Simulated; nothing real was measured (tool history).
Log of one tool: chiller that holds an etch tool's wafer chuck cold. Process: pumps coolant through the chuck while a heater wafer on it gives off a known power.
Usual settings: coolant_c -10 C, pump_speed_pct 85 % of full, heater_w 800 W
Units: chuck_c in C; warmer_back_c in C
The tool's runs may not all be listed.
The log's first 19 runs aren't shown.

Run 20, day 111.425: usual settings but coolant_c -12 C, pump_speed_pct 61 % of full, heater_w 996 W. Result: chuck_c -2 C, warmer_back_c 6.43 C.
Run 21, day 115.625: usual settings but coolant_c -8 C, pump_speed_pct 61 % of full, heater_w 1026 W. Result: chuck_c 2.3 C, warmer_back_c 6.6 C.
Run 22, day 122.925: usual settings but coolant_c -8 C, pump_speed_pct 61 % of full, heater_w 1026 W. Result: chuck_c 2.3 C, warmer_back_c 6.62 C.
Run 23, day 127.25: usual settings but coolant_c -16 C, pump_speed_pct 89 % of full, heater_w 669 W. Result: chuck_c -11.5 C, warmer_back_c 2.98 C.
Run 24, day 134.067: usual settings but coolant_c -16 C, pump_speed_pct 89 % of full, heater_w 669 W. Result: chuck_c -11.4 C, warmer_back_c 3.03 C.
Run 25, day 141.208: usual settings but coolant_c -6 C, pump_speed_pct 89 % of full, heater_w 521 W. Result: chuck_c -2.4 C, warmer_back_c 2.35 C.
Run 26, day 147.338: usual settings but coolant_c -5 C, pump_speed_pct 73 % of full, heater_w 422 W. Result: chuck_c -1.3 C, warmer_back_c 2.42 C.
Run 27, day 152.412: usual settings but coolant_c -5 C, pump_speed_pct 73 % of full, heater_w 422 W. Result: chuck_c -1.7 C, warmer_back_c 2.38 C.
At day 155.275: coolant changed, channels flushed.
Run 28, day 159.054: usual settings but coolant_c -12 C, pump_speed_pct 78 % of full, heater_w 865 W. Result: chuck_c -5 C, warmer_back_c 4.37 C.
Run 29, day 162.796: usual settings but coolant_c -12 C, pump_speed_pct 78 % of full, heater_w 865 W. Result: chuck_c -5.1 C, warmer_back_c 4.37 C.
Run 30, day 170.208: usual settings but coolant_c -8 C, pump_speed_pct 76 % of full, heater_w 526 W. Result: chuck_c -3.7 C, warmer_back_c 2.85 C.
At day 172.388: gauge calibrated.
Run 31, day 176.896: usual settings but coolant_c -8 C, pump_speed_pct 99 % of full, heater_w 738 W. Result: chuck_c -3.4 C, warmer_back_c 2.76 C.
Run 32, day 182.883: usual settings but heater_w 844 W. Result: chuck_c -3.9 C, warmer_back_c 3.73 C.
Run 33, day 186.533: usual settings but coolant_c -8 C, pump_speed_pct 99 % of full, heater_w 520 W. Result: chuck_c -4.6 C, warmer_back_c 1.96 C.

Forecast each of these 3 alternatives for the next run:
Run A, day 192.471: usual settings but coolant_c -13 C, pump_speed_pct 77 % of full. Result: chuck_c ?, warmer_back_c ?.
Run B, day 192.471: usual settings but pump_speed_pct 98 % of full, heater_w 692 W. Result: chuck_c ?, warmer_back_c ?.
Run C, day 192.471: usual settings but coolant_c -11 C, pump_speed_pct 69 % of full, heater_w 520 W. Result: chuck_c ?, warmer_back_c ?.

run  chuck_c  warmer_back_c
  A     -6.6            3.9
  B     -5.7           2.63
  C     -6.4           2.88
Without the tool's hidden state the same runs would have given:
run  chuck_c  warmer_back_c
  A     -6.7           3.85
  B     -5.8           2.59
  C     -6.4           2.84

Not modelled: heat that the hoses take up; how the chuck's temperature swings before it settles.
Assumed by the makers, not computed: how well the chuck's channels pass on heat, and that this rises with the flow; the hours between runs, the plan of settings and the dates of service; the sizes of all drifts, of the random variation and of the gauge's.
